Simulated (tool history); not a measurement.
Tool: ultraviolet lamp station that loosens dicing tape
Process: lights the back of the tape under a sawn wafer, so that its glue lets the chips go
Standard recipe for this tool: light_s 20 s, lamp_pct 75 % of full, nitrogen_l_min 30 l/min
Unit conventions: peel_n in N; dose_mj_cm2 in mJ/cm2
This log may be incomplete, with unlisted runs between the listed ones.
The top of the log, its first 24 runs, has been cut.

Run 25, day 38.742: usual settings but light_s 15 s, lamp_pct 95 % of full, nitrogen_l_min 11 l/min. Result: peel_n 2.758 N, dose_mj_cm2 205 mJ/cm2.
Run 26, day 40.142: usual settings but lamp_pct 94 % of full. Result: peel_n 0.937 N, dose_mj_cm2 266 mJ/cm2.
Run 27, day 42.112: usual settings but light_s 25 s, lamp_pct 61 % of full, nitrogen_l_min 15 l/min. Result: peel_n 2.213 N, dose_mj_cm2 214 mJ/cm2.
At day 43.050: window cleaned of glue's vapour, once more.
Run 28, day 44.283: usual settings but light_s 25 s, lamp_pct 65 % of full, nitrogen_l_min 15 l/min. Result: peel_n 1.806 N, dose_mj_cm2 249 mJ/cm2.
Run 29, day 45.471: usual settings but light_s 25 s, lamp_pct 65 % of full, nitrogen_l_min 15 l/min. Result: peel_n 1.793 N, dose_mj_cm2 242 mJ/cm2.
Run 30, day 47.725: usual settings but light_s 25 s, lamp_pct 65 % of full, nitrogen_l_min 15 l/min. Result: peel_n 1.837 N, dose_mj_cm2 238 mJ/cm2.
Run 31, day 49.533: usual settings but light_s 13 s, lamp_pct 65 % of full. Result: peel_n 3.147 N, dose_mj_cm2 122 mJ/cm2.
Run 32, day 51.312: usual settings but light_s 13 s, lamp_pct 65 % of full. Result: peel_n 3.088 N, dose_mj_cm2 123 mJ/cm2.
Run 33, day 53.325: usual settings but light_s 17 s, lamp_pct 94 % of full. Result: peel_n 1.305 N, dose_mj_cm2 224 mJ/cm2.
Run 34, day 55.358: usual settings but light_s 17 s, lamp_pct 94 % of full. Result: peel_n 1.378 N, dose_mj_cm2 219 mJ/cm2.
Run 35, day 57.192: usual settings but light_s 12 s, lamp_pct 63 % of full, nitrogen_l_min 23 l/min. Result: peel_n 4.081 N, dose_mj_cm2 105 mJ/cm2.
Run 36, day 58.267: usual settings but light_s 12 s, lamp_pct 72 % of full, nitrogen_l_min 34 l/min. Result: peel_n 3.114 N, dose_mj_cm2 112 mJ/cm2.
At day 58.508: lamp changed.
Run 37, day 60.725: usual settings but light_s 12 s, lamp_pct 72 % of full, nitrogen_l_min 34 l/min. Result: peel_n 2.473 N, dose_mj_cm2 145 mJ/cm2.
Run 38, day 62.579: usual settings but light_s 12 s, lamp_pct 72 % of full, nitrogen_l_min 34 l/min. Result: peel_n 2.447 N, dose_mj_cm2 142 mJ/cm2.
Run 39, day 63.758: usual settings but light_s 12 s, lamp_pct 72 % of full, nitrogen_l_min 34 l/min. Result: peel_n 2.334 N, dose_mj_cm2 141 mJ/cm2.
Run 40, day 65.592: usual settings but light_s 12 s, lamp_pct 72 % of full, nitrogen_l_min 34 l/min. Result: peel_n 2.534 N, dose_mj_cm2 141 mJ/cm2.
Run 41, day 67.404: usual settings but light_s 25 s, lamp_pct 60 % of full, nitrogen_l_min 16 l/min. Result: peel_n 1.770 N, dose_mj_cm2 242 mJ/cm2.
Run 42, day 69.133: usual settings but light_s 25 s, lamp_pct 60 % of full, nitrogen_l_min 16 l/min. Result: peel_n 1.759 N, dose_mj_cm2 234 mJ/cm2.
Run 43, day 70.825: usual settings but light_s 11 s, lamp_pct 86 % of full, nitrogen_l_min 53 l/min. Result: peel_n 1.965 N, dose_mj_cm2 145 mJ/cm2.

Predict each of these 3 candidate next runs independently; none follows another, all start after run 43:
At day 71.054: window cleaned of glue's vapour.
Run A, day 72.142: usual settings but light_s 18 s, lamp_pct 86 % of full, nitrogen_l_min 36 l/min. Result: peel_n ?, dose_mj_cm2 ?.
At day 71.054: window cleaned of glue's vapour.
Run B, day 72.142: usual settings but light_s 10 s, lamp_pct 86 % of full, nitrogen_l_min 53 l/min. Result: peel_n ?, dose_mj_cm2 ?.
At day 71.054: window cleaned of glue's vapour.
Run C, day 72.142: usual settings but light_s 15 s, lamp_pct 82 % of full, nitrogen_l_min 11 l/min. Result: peel_n ?, dose_mj_cm2 ?.

run  peel_n  dose_mj_cm2
  A   0.956          248
  B   2.126          138
  C   2.799          195
With no hidden state in the tool, these same runs would have given:
run  peel_n  dose_mj_cm2
  A   0.808          269
  B   1.889          150
  C   2.542          212
